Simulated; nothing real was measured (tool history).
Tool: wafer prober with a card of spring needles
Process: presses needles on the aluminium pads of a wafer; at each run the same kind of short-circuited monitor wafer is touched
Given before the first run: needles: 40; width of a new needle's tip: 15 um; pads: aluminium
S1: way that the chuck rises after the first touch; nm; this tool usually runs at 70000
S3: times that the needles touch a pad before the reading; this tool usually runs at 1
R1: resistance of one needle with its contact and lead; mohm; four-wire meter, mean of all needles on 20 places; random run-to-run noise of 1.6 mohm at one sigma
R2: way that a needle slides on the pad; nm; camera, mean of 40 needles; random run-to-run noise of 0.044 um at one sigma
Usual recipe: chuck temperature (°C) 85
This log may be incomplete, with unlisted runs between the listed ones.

run 1 day=0.000 | S1=70000 chuck_temperature_(°C)=85 S3=1 | R1=163 R2=17660
-- day=0.271 tips cleaned on abrasive film
run 2 day=0.433 | S1=70000 chuck_temperature_(°C)=85 S3=2 | R1=163 R2=17650
run 3 day=0.729 | S1=70000 chuck_temperature_(°C)=85 S3=2 | R1=168 R2=17750
-- day=0.958 tips cleaned on abrasive film
run 4 day=1.171 | S1=70000 chuck_temperature_(°C)=85 S3=2 | R1=166 R2=17740
run 5 day=1.562 | S1=70000 chuck_temperature_(°C)=85 S3=2 | R1=165 R2=17710
-- day=1.658 tips cleaned on abrasive film
run 6 day=1.958 | S1=78000 chuck_temperature_(°C)=53 S3=2 | R1=160 R2=19760
run 7 day=2.238 | S1=70000 chuck_temperature_(°C)=85 S3=1 | R1=167 R2=17630
-- day=2.354 tips cleaned on abrasive film
run 8 day=2.500 | S1=70000 chuck_temperature_(°C)=85 S3=1 | R1=164 R2=17600
-- day=3.054 tips cleaned on abrasive film
run 9 day=3.054 | S1=70000 chuck_temperature_(°C)=85 S3=1 | R1=167 R2=17740
run 10 day=3.367 | S1=70000 chuck_temperature_(°C)=85 S3=1 | R1=163 R2=17670

4 ways to go on from here, each from the tool as it stands after run 10. What would each give?
-- day=3.750 tips cleaned on abrasive film
run A day=3.808 | S1=70000 chuck_temperature_(°C)=85 S3=2 | R1=? R2=?
-- day=3.750 tips cleaned on abrasive film
run B day=3.808 | S1=84000 chuck_temperature_(°C)=85 S3=2 | R1=? R2=?
-- day=3.750 tips cleaned on abrasive film
run C day=3.808 | S1=65000 chuck_temperature_(°C)=94 S3=1 | R1=? R2=?
-- day=3.750 tips cleaned on abrasive film
run D day=3.808 | S1=70000 chuck_temperature_(°C)=40 S3=1 | R1=? R2=?

run=A R1=161 R2=17640
run=B R1=163 R2=21290
run=C R1=167 R2=16420
run=D R1=158 R2=17670
Without the tool's unlogged condition, the same runs would have read:
run=A R1=161 R2=17640
run=B R1=163 R2=21300
run=C R1=166 R2=16420
run=D R1=158 R2=17670
